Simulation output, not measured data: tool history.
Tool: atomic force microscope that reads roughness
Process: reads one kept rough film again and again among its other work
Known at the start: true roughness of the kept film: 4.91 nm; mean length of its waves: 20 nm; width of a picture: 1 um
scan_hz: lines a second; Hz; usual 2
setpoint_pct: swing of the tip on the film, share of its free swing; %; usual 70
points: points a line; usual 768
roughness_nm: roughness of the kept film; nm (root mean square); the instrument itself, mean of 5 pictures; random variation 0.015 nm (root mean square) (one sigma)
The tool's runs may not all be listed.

run   hour  scan_hz  setpoint_pct  points  roughness_nm
  1      0        2            70     768         2.276
  2    7.7        2            70     768         2.196
  3   12.6        2            70     768         2.127
  4   20.6        2            70     768         2.035
  5   26.6        2            66     768          3.62
  6   35.6        2            70     768         3.317
  7   41.7        2            81     768         2.998
  8   50.7     1.32            70     768         3.041
  9   59.8        2            70     768         2.807
 10   67.7        2            70     768         2.643
 11   73.3        2            89     768         2.329
 12   78.2        2            89     669         2.253
 13   86.5        2            89     669          2.16
 14   93.6        2            89     669          2.08
 15    100        2            73     669         2.195
 16  109.3        2            73     669         2.102
 17  120.2        2            73     669         3.395
 18  125.7        2            88     272         2.857
 19  134.5     0.94            67    1019         3.241
 20  142.9     0.91            67     348         2.964
 21  148.4     0.67            70     768         2.928
 22  153.7        1            58     320         2.775
 23  160.9     0.87            70     768         2.668
 24  168.1     0.87            70     768         2.558
 25  174.2     1.42            70     286         2.351
 26  180.6     1.14            70     982         2.351
 27  187.2     1.14            71     455         2.238
 28  196.1     1.14            71     455         2.157
 29  201.4     0.61            72     319         2.098
 30  208.8     1.39            72     319         3.417
 31  213.2     2.36            83     297         2.942

Taken out of this log: 5 entries between the listed runs. Where each belongs, and how the hidden state differs across it:
Between runs 4 and 5: new tip fitted (hour 25.5)
  radius of the tip, nm: 25.2 -> 5.8
  measured less the result without the state, roughness_nm: -1.613 -> -0.114 nm (root mean square)
Between runs 10 and 11: height scale calibrated on a step standard (hour 69.2)
  radius of the tip, nm: 14.7 -> 15.8; height scale over the true one, %: -0.16 -> -0.19
  measured less the result without the state, roughness_nm: -1.006 -> -0.984 nm (root mean square)
Between runs 16 and 17: new tip fitted (hour 113.9); height scale calibrated on a step standard, once more (hour 119.6)
  radius of the tip, nm: 23.7 -> 6.7; height scale over the true one, %: -0.22 -> -0.11
  measured less the result without the state, roughness_nm: -1.544 -> -0.226 nm (root mean square)
Between runs 29 and 30: new tip fitted (hour 202.3)
  radius of the tip, nm: 25.2 -> 6.7
  measured less the result without the state, roughness_nm: -1.66 -> -0.237 nm (root mean square)
